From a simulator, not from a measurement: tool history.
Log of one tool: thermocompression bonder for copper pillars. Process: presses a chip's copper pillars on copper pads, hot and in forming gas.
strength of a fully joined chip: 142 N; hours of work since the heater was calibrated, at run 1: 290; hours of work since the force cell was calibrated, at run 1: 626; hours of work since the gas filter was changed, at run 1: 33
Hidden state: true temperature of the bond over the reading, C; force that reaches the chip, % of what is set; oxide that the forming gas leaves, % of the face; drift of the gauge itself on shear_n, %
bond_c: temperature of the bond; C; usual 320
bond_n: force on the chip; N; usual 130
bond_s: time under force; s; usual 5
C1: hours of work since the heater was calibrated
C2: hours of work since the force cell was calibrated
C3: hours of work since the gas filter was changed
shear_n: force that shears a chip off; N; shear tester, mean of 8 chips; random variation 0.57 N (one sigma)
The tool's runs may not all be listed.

Run 1, hour 0.0: usual settings; C1 290; C2 626; C3 33. Result: shear_n 104.8 N.
Run 2, hour 15.1: usual settings; C1 298; C2 634; C3 40. Result: shear_n 104.2 N.
Run 3, hour 27.4: usual settings but bond_n 80 N; C1 304; C2 640; C3 47. Result: shear_n 77.1 N.
Run 4, hour 39.3: usual settings but bond_n 80 N; C1 310; C2 646; C3 53. Result: shear_n 78.0 N.
Run 5, hour 55.6: usual settings but bond_n 80 N; C1 319; C2 654; C3 61. Result: shear_n 76.5 N.
Run 6, hour 69.6: usual settings but bond_n 80 N; C1 326; C2 661; C3 68. Result: shear_n 76.2 N.
Run 7, hour 81.2: usual settings but bond_n 80 N, bond_s 9 s; C1 332; C2 667; C3 74. Result: shear_n 91.5 N.
Run 8, hour 94.9: usual settings but bond_n 109 N; C1 339; C2 674; C3 81. Result: shear_n 93.4 N.
Run 9, hour 109.1: usual settings but bond_n 109 N; C1 346; C2 682; C3 88. Result: shear_n 93.7 N.
Run 10, hour 117.1: usual settings but bond_n 109 N; C1 350; C2 686; C3 92. Result: shear_n 93.8 N.
Run 11, hour 126.1: usual settings; C1 355; C2 690; C3 97. Result: shear_n 103.2 N.
Run 12, hour 141.6: usual settings but bond_n 136 N; C1 362; C2 698; C3 105. Result: shear_n 105.1 N.
Run 13, hour 151.0: usual settings but bond_n 136 N; C1 367; C2 703; C3 109. Result: shear_n 105.5 N.
Run 14, hour 159.2: usual settings but bond_n 80 N; C1 371; C2 707; C3 114. Result: shear_n 76.0 N.
Run 15, hour 176.0: usual settings but bond_n 80 N; C1 380; C2 716; C3 122. Result: shear_n 75.3 N.
Run 16, hour 190.0: usual settings but bond_c 324 C, bond_n 81 N, bond_s 9 s; C1 387; C2 723; C3 129. Result: shear_n 93.1 N.
At hour 196.2: gauge calibrated.
Run 17, hour 202.4: usual settings but bond_n 83 N; C1 393; C2 729; C3 136. Result: shear_n 79.9 N.
Run 18, hour 217.8: usual settings but bond_c 293 C, bond_n 79 N; C1 401; C2 737; C3 143. Result: shear_n 60.8 N.
Run 19, hour 236.1: usual settings but bond_c 293 C, bond_n 79 N; C1 410; C2 746; C3 153. Result: shear_n 60.8 N.
Run 20, hour 245.7: usual settings but bond_c 327 C, bond_n 98 N, bond_s 3 s; C1 415; C2 751; C3 158. Result: shear_n 79.8 N.
Run 21, hour 255.3: usual settings but bond_n 111 N; C1 420; C2 756; C3 163. Result: shear_n 95.8 N.
Run 22, hour 267.6: usual settings but bond_c 312 C, bond_s 12 s; C1 426; C2 762; C3 169. Result: shear_n 117.9 N.
Run 23, hour 278.2: usual settings but bond_c 312 C, bond_s 12 s; C1 432; C2 768; C3 174. Result: shear_n 118.2 N.
Run 24, hour 297.2: usual settings but bond_c 312 C, bond_s 12 s; C1 441; C2 777; C3 184. Result: shear_n 118.6 N.
Run 25, hour 305.1: usual settings but bond_c 312 C, bond_s 12 s; C1 445; C2 781; C3 188. Result: shear_n 117.6 N.
Run 26, hour 319.6: usual settings but bond_c 319 C, bond_n 168 N, bond_s 12 s; C1 453; C2 789; C3 195. Result: shear_n 130.5 N.
Run 27, hour 333.1: usual settings but bond_n 123 N, bond_s 6 s; C1 460; C2 795; C3 202. Result: shear_n 104.8 N.

5 ways to go on from here, each from the tool as it stands after run 27. What would each give?
Run A, hour 348.2: usual settings but bond_c 338 C, bond_n 85 N, bond_s 3 s; C1 467; C2 803; C3 210. Result: shear_n ?.
Run B, hour 348.2: usual settings but bond_n 111 N; C1 467; C2 803; C3 210. Result: shear_n ?.
Run C, hour 348.2: usual settings but bond_c 334 C, bond_n 155 N, bond_s 10 s; C1 467; C2 803; C3 210. Result: shear_n ?.
Run D, hour 348.2: usual settings but bond_c 312 C, bond_n 81 N, bond_s 3 s; C1 467; C2 803; C3 210. Result: shear_n ?.
Run E, hour 348.2: usual settings but bond_c 328 C, bond_n 140 N, bond_s 13 s; C1 467; C2 803; C3 210. Result: shear_n ?.

run  shear_n
  A     76.8
  B     94.6
  C    128.2
  D     59.7
  E    127.5
Without the tool's hidden state the same runs would have given:
run  shear_n
  A     78.8
  B     97.0
  C    131.4
  D     61.2
  E    130.7
